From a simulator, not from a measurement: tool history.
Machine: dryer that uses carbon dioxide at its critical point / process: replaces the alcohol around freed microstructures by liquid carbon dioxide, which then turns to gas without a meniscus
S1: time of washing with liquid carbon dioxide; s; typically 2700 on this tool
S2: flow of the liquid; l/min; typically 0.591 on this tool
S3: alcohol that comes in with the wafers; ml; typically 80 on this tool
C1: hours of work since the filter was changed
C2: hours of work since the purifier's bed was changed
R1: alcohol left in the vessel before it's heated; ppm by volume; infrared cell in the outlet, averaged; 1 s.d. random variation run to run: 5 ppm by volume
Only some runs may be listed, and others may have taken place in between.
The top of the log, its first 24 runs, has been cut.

run   hour    S1     S2  S3   C1   C2   R1
 25  379.1  3180  0.591  31  537  201   49
 26  393.5  3180  0.591  31  542  206   39
 27  409.1  2640  0.846  31  547  210   39
 28  428.1  2640  0.846  31  552  216   30
 29  438.7  2700  0.650  62  556  220   73
     449.1  -- inlet filter changed
 30  454.0  1740  0.505  80    1  224  670
 31  465.4  3060  0.399  26    5  227  100
 32  475.8  2700  0.467  67    8  231  165
 33  487.2  2700  0.591  80   12  234   85
 34  506.1  2700  0.591  80   17  240   81
 35  518.7  2700  0.591  80   21  244   82
 36  532.8  2700  0.591  80   26  248   77
 37  549.5  3720  0.905  82   31  253   44
 38  565.7  3720  0.905  82   36  258   40
 39  584.3  3720  0.905  82   41  264   41
 40  597.6  2700  0.782  80   45  268   48
 41  611.5  2700  0.782  80   50  272   53
 42  623.7  1680  0.591  80   53  276  453
 43  634.8  1680  0.591  80   57  279  465
 44  643.7  3960  0.722  44   60  282   44
 45  661.2  2880  0.673  54   65  287   59
 46  678.4  1860  0.708  92   70  293  174

Below are 4 alternative next runs, each starting from the tool's condition after run 46. Predict each:
  A  687.6  1740  0.591  80  73  295   ?
  B  687.6  1860  0.508  53  73  295   ?
  C  687.6  1860  0.533  30  73  295   ?
  D  687.6  3180  0.489  48  73  295   ?

run   R1
  A  413
  B  388
  C  209
  D   85
With no hidden state in the tool, these same runs would have given:
run   R1
  A  347
  B  325
  C  157
  D   37

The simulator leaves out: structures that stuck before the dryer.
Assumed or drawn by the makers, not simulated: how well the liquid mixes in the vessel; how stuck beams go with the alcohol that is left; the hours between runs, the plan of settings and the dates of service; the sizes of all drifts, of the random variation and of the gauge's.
